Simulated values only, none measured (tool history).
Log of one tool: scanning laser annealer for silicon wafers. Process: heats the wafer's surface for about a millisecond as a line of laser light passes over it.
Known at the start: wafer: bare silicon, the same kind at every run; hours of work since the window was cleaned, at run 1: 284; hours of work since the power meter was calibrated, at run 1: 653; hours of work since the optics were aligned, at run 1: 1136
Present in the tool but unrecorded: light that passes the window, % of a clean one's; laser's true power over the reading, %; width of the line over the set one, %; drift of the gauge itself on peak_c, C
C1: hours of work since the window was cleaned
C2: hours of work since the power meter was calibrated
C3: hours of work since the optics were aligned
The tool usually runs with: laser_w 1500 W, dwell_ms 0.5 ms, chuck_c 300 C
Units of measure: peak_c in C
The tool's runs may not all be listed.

{"run": 1, "hour": 0.0, "laser_w": 1500, "dwell_ms": 0.5, "chuck_c": 300, "C1": 284, "C2": 653, "C3": 1136, "peak_c": 996}
{"run": 2, "hour": 25.3, "laser_w": 1587, "dwell_ms": 0.5, "chuck_c": 300, "C1": 299, "C2": 668, "C3": 1151, "peak_c": 1049}
{"run": 3, "hour": 39.2, "laser_w": 1500, "dwell_ms": 0.5, "chuck_c": 300, "C1": 307, "C2": 676, "C3": 1159, "peak_c": 996}
{"run": 4, "hour": 71.1, "laser_w": 1500, "dwell_ms": 0.387, "chuck_c": 300, "C1": 326, "C2": 695, "C3": 1178, "peak_c": 907}
{"run": 5, "hour": 92.1, "laser_w": 1573, "dwell_ms": 0.5, "chuck_c": 300, "C1": 338, "C2": 707, "C3": 1190, "peak_c": 1038}
{"run": 6, "hour": 113.0, "laser_w": 1500, "dwell_ms": 0.5, "chuck_c": 300, "C1": 350, "C2": 720, "C3": 1203, "peak_c": 996}
{"run": 7, "hour": 131.0, "laser_w": 1500, "dwell_ms": 0.5, "chuck_c": 336, "C1": 361, "C2": 730, "C3": 1213, "peak_c": 1027}
{"run": 8, "hour": 155.9, "laser_w": 1500, "dwell_ms": 0.5, "chuck_c": 336, "C1": 376, "C2": 745, "C3": 1228, "peak_c": 1029}
{"run": 9, "hour": 173.8, "laser_w": 1500, "dwell_ms": 0.5, "chuck_c": 337, "C1": 386, "C2": 756, "C3": 1239, "peak_c": 1029}
{"run": 10, "hour": 203.5, "laser_w": 1500, "dwell_ms": 0.5, "chuck_c": 337, "C1": 404, "C2": 773, "C3": 1256, "peak_c": 1027}
{"hour": 228.6, "done": "optics aligned, line set to its width"}
{"run": 11, "hour": 234.7, "laser_w": 1500, "dwell_ms": 0.5, "chuck_c": 337, "C1": 420, "C2": 789, "C3": 4, "peak_c": 1040}
{"run": 12, "hour": 256.2, "laser_w": 1500, "dwell_ms": 0.5, "chuck_c": 337, "C1": 432, "C2": 801, "C3": 16, "peak_c": 1039}
{"run": 13, "hour": 269.8, "laser_w": 1500, "dwell_ms": 0.5, "chuck_c": 300, "C1": 440, "C2": 809, "C3": 24, "peak_c": 1000}
{"run": 14, "hour": 288.5, "laser_w": 1500, "dwell_ms": 0.5, "chuck_c": 300, "C1": 451, "C2": 821, "C3": 35, "peak_c": 998}
{"run": 15, "hour": 307.6, "laser_w": 1457, "dwell_ms": 0.541, "chuck_c": 300, "C1": 463, "C2": 832, "C3": 47, "peak_c": 1002}
{"run": 16, "hour": 331.4, "laser_w": 1500, "dwell_ms": 0.547, "chuck_c": 293, "C1": 477, "C2": 846, "C3": 61, "peak_c": 1023}
{"run": 17, "hour": 361.0, "laser_w": 1586, "dwell_ms": 0.535, "chuck_c": 300, "C1": 494, "C2": 863, "C3": 78, "peak_c": 1075}
{"run": 18, "hour": 390.4, "laser_w": 1545, "dwell_ms": 0.381, "chuck_c": 300, "C1": 512, "C2": 881, "C3": 96, "peak_c": 927}
{"run": 19, "hour": 419.8, "laser_w": 1502, "dwell_ms": 0.381, "chuck_c": 263, "C1": 529, "C2": 898, "C3": 113, "peak_c": 866}
{"run": 20, "hour": 440.2, "laser_w": 1502, "dwell_ms": 0.374, "chuck_c": 332, "C1": 541, "C2": 910, "C3": 125, "peak_c": 930}
{"run": 21, "hour": 462.1, "laser_w": 1415, "dwell_ms": 0.405, "chuck_c": 273, "C1": 554, "C2": 923, "C3": 138, "peak_c": 850}
{"run": 22, "hour": 485.9, "laser_w": 1500, "dwell_ms": 0.5, "chuck_c": 300, "C1": 568, "C2": 937, "C3": 152, "peak_c": 994}
{"run": 23, "hour": 503.4, "laser_w": 1500, "dwell_ms": 0.5, "chuck_c": 300, "C1": 579, "C2": 948, "C3": 163, "peak_c": 993}
{"run": 24, "hour": 535.1, "laser_w": 1601, "dwell_ms": 0.478, "chuck_c": 300, "C1": 597, "C2": 967, "C3": 182, "peak_c": 1031}
{"run": 25, "hour": 564.3, "laser_w": 1601, "dwell_ms": 0.478, "chuck_c": 300, "C1": 615, "C2": 984, "C3": 199, "peak_c": 1034}
{"run": 26, "hour": 588.5, "laser_w": 1325, "dwell_ms": 0.466, "chuck_c": 300, "C1": 629, "C2": 998, "C3": 213, "peak_c": 869}
{"run": 27, "hour": 602.5, "laser_w": 1500, "dwell_ms": 0.539, "chuck_c": 300, "C1": 637, "C2": 1007, "C3": 221, "peak_c": 1020}
{"run": 28, "hour": 621.1, "laser_w": 1500, "dwell_ms": 0.5, "chuck_c": 338, "C1": 648, "C2": 1018, "C3": 233, "peak_c": 1027}

What if the next run were any one of these 4? Each begins from the tool's condition after run 28:
{"run": "A", "hour": 645.4, "laser_w": 1500, "dwell_ms": 0.365, "chuck_c": 285, "C1": 663, "C2": 1032, "C3": 247, "peak_c": "?"}
{"run": "B", "hour": 645.4, "laser_w": 1500, "dwell_ms": 0.513, "chuck_c": 289, "C1": 663, "C2": 1032, "C3": 247, "peak_c": "?"}
{"run": "C", "hour": 645.4, "laser_w": 1468, "dwell_ms": 0.418, "chuck_c": 338, "C1": 663, "C2": 1032, "C3": 247, "peak_c": "?"}
{"run": "D", "hour": 645.4, "laser_w": 1391, "dwell_ms": 0.539, "chuck_c": 300, "C1": 663, "C2": 1032, "C3": 247, "peak_c": "?"}

run=A peak_c=867
run=B peak_c=990
run=C peak_c=947
run=D peak_c=951
What these runs would have given with no unlogged condition in the tool:
run=A peak_c=898
run=B peak_c=1026
run=C peak_c=979
run=D peak_c=985
